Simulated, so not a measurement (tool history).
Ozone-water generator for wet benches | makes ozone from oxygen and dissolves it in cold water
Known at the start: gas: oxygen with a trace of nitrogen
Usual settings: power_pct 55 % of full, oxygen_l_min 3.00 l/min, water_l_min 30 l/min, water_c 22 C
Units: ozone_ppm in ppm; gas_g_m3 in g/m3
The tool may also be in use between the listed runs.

run    hour  power_pct  oxygen_l_min  water_l_min  water_c  ozone_ppm  gas_g_m3
  1     0.0         55          3.00           30       22       13.1     224.2
  2    57.3         55          3.00           30       22       13.1     225.8
  3   115.5         55          2.36           30       22       12.1     246.0
  4   175.9         55          2.36           30       22       12.3     246.2
  5   210.7         55          2.70           30       22       12.5     230.4
  6   257.0         55          2.70           20       22       17.6     230.8
  7   317.8         77          3.00           30       22       16.6     281.9
  8   373.1         55          3.00           30       22       12.9     221.9
  9   444.3         55          3.00           30       22       12.8     221.7
 10   483.1         55          3.00           30       22       12.9     221.0
 11   515.5         55          3.91           30       22       13.8     197.5
 12   556.7         55          3.91           30       22       13.9     199.0
 13   610.2         55          3.00           38       22       10.3     221.3
 14   671.2         55          3.00           30       22       12.9     221.2
 15   731.8         55          3.00           27       22       14.1     222.0
 16   771.2         55          3.00           30       22       12.7     219.3
 17   828.1         55          3.00           30       22       12.7     218.8
 18   892.6         89          5.22           43       22       15.3     241.1
 19   960.4         97          2.32           23       20       22.8     370.2
 20  1008.6         97          2.32           23       20       22.6     369.1
 21  1076.7         97          2.87           23       29       21.5     334.1
 22  1141.6         50          4.41           23       22       16.0     170.5
 23  1214.1         46          2.17           30       19       10.1     222.0
 24  1254.4         98          3.06           23       16       25.2     325.2
 25  1291.0         62          3.91           20       15       22.4     211.2
 26  1338.3         62          3.91           20       15       21.8     209.6
 27  1373.2         62          3.91           20       15       21.4     208.6
 28  1416.1         55          3.00           30       22       12.3     217.1
 29  1482.1         45          2.45           31       22       10.1     205.0
 30  1532.5         85          3.18           23       26       20.4     285.5
 31  1568.4         56          3.00           30       22       12.7     219.9
 32  1618.0         55          4.31           30       27       13.0     184.9
 33  1660.6         55          2.71           30       29       11.3     226.4

Not shown: 1 entry that the log had between the listed runs. Between which runs, and how does the tool's hidden state differ before and after?
Between runs 3 and 4: water thermometer calibrated (hour 175.1)
  yield of the discharge, % of new electrodes': 97.1 -> 96.9; contactor's efficiency, % of a clean one's: 96 -> 95.8; true water temperature over the reading, C: 0.29 -> 0.02
  measured less the result without the state, ozone_ppm: -0.6 -> -0.5 ppm; gas_g_m3: -6.1 -> -6.4 g/m3
